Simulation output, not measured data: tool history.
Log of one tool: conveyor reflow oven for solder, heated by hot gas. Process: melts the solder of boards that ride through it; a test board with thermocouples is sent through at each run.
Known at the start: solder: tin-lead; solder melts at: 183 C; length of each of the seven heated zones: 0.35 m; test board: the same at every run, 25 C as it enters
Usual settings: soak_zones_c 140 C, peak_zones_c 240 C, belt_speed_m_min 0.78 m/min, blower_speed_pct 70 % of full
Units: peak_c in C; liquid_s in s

run	day	soak_zones_c	peak_zones_c	belt_speed_m_min	blower_speed_pct	peak_c	liquid_s
1	0	140	240	0.78	70	225.5	44.9
# day 1.254: belt drive overhauled, speed set with a stopwatch
2	2.308	140	240	0.78	70	225	44.7
3	3.792	140	240	0.78	70	225.1	44.9
# day 5.954: flux residue cleaned out of gas plates and filters
4	6.279	140	240	0.78	89	229.9	47
5	9.175	140	240	0.78	89	230.1	46.8
6	11.108	140	230	0.78	70	216.5	40.4
7	13.521	140	230	0.78	70	216	40.2
8	14.988	140	230	0.78	70	216.2	40.5
9	16.358	140	230	0.78	70	216.4	40.6
# day 18.075: flux residue cleaned out of gas plates and filters
10	18.896	140	230	0.78	70	216.4	40.6
11	20.771	132	240	0.78	70	223.9	42.3
12	22.196	129	240	0.78	82	227.4	43.6
13	23.821	129	240	0.78	82	226.8	43.5
14	25.629	129	240	0.78	82	227.3	43.6
15	27.233	129	240	0.78	82	226.9	43.3
16	29.317	135	230	0.862	61	208.8	30.4
# day 30.267: flux residue cleaned out of gas plates and filters
17	31.829	135	232	0.862	62	211	31.6
# day 34.171: thermocouples of zones 6 and 7 changed
18	34.171	135	232	0.862	62	211.4	31.8
19	36.692	135	232	0.862	62	210.9	31.6
20	39.129	135	232	0.862	62	210.9	31.9
21	41.771	140	231	0.78	81	220	42.8
# day 42.329: flux residue cleaned out of gas plates and filters
22	44.904	140	231	0.78	81	220.4	43

4 ways to go on from here, each from the tool as it stands after run 22. What would each give?
A	47.129	137	238	0.749	70	?	?
B	47.129	136	242	0.78	70	?	?
C	47.129	137	232	0.697	81	?	?
D	47.129	140	244	0.816	83	?	?

run	peak_c	liquid_s
A	224.1	45.4
B	226.2	44.2
C	223.7	49.6
D	230.8	45.3
Without the tool's hidden state the same runs would have given:
run	peak_c	liquid_s
A	224.1	45.4
B	226.2	44.2
C	223.8	49.6
D	230.9	45.3
